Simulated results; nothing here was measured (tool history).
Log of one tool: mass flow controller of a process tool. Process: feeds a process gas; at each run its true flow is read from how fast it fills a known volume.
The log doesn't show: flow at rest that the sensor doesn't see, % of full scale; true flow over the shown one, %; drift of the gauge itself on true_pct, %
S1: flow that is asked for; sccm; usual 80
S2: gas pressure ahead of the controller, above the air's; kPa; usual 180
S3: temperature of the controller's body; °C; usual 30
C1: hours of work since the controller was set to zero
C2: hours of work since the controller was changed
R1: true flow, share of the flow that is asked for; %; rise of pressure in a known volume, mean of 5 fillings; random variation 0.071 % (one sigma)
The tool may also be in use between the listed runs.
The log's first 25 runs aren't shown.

run	hour	S1	S2	S3	C1	C2	R1
26	3065	80	273	30	1007	6233	101.22
27	3241.1	80	273	30	1120	6346	101.36
28	3403.3	80	273	30	1224	6450	101.15
29	3572.6	14	180	30	1332	6559	98.24
30	3746.6	86	194	21	1444	6670	101.05
31	3824.4	18	180	30	1494	6720	98.39
32	3905.2	18	180	30	1546	6772	98.4
33	3990.8	38	153	29	1601	6827	99.45
34	4074.7	81	153	29	1654	6881	101
35	4251.8	81	153	29	1768	6994	100.87
36	4413.6	25	222	30	1872	7098	98.84
37	4561.4	58	164	30	1966	7192	100.32

3 ways to go on from here, each from the tool as it stands after run 37. What would each give?
A	4717.4	80	211	30	2066	7293	?
B	4717.4	80	164	30	2066	7293	?
C	4717.4	30	163	23	2066	7293	?

run	R1
A	101.09
B	101.25
C	98.92
Without the tool's hidden state the same runs would have given:
run	R1
A	99.4
B	99.56
C	97.61
